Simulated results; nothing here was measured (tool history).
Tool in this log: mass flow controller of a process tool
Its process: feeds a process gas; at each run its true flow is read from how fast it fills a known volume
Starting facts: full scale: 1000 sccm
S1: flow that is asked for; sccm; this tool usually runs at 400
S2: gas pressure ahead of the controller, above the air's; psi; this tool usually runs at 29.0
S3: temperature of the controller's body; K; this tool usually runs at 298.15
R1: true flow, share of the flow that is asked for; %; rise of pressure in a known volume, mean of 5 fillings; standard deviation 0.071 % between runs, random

run	hour	S1	S2	S3	R1
1	0.0	400	29.0	298.15	99.28
2	135.5	400	29.0	298.15	99.26
3	332.9	400	29.0	293.15	99.74
4	462.0	679	29.0	298.15	99.78
5	606.5	679	29.0	298.15	99.90
6	818.5	679	29.0	298.15	99.89
7	1028.9	679	29.0	298.15	99.95
8	1191.3	679	29.0	298.15	99.79
9	1433.2	679	29.0	298.15	99.86
10	1659.4	679	29.0	298.15	99.94
11	1766.1	679	29.0	298.15	100.00
12	1978.9	400	33.8	295.15	99.23
13	2095.6	400	33.8	295.15	99.21
14	2199.8	582	27.8	295.15	100.05
15	2445.1	582	27.8	295.15	100.12
16	2679.7	582	32.8	295.15	99.85
17	2811.5	144	29.0	305.15	96.52
18	2947.3	400	34.2	295.15	99.27
19	3154.2	400	25.1	298.15	99.39
20	3338.0	400	25.1	298.15	99.43
21	3477.3	400	25.1	298.15	99.52

Branching from run 21: 4 alternative next runs. What would each branch give?
A	3728.9	314	29.0	297.15	?
B	3728.9	839	35.7	301.15	?
C	3728.9	400	25.2	298.15	?
D	3728.9	726	28.4	303.15	?

run	R1
A	98.91
B	99.85
C	99.39
D	99.80
Stripped of hidden state, with their random variation kept, the same runs would have yielded:
run	R1
A	99.42
B	99.35
C	99.55
D	99.40

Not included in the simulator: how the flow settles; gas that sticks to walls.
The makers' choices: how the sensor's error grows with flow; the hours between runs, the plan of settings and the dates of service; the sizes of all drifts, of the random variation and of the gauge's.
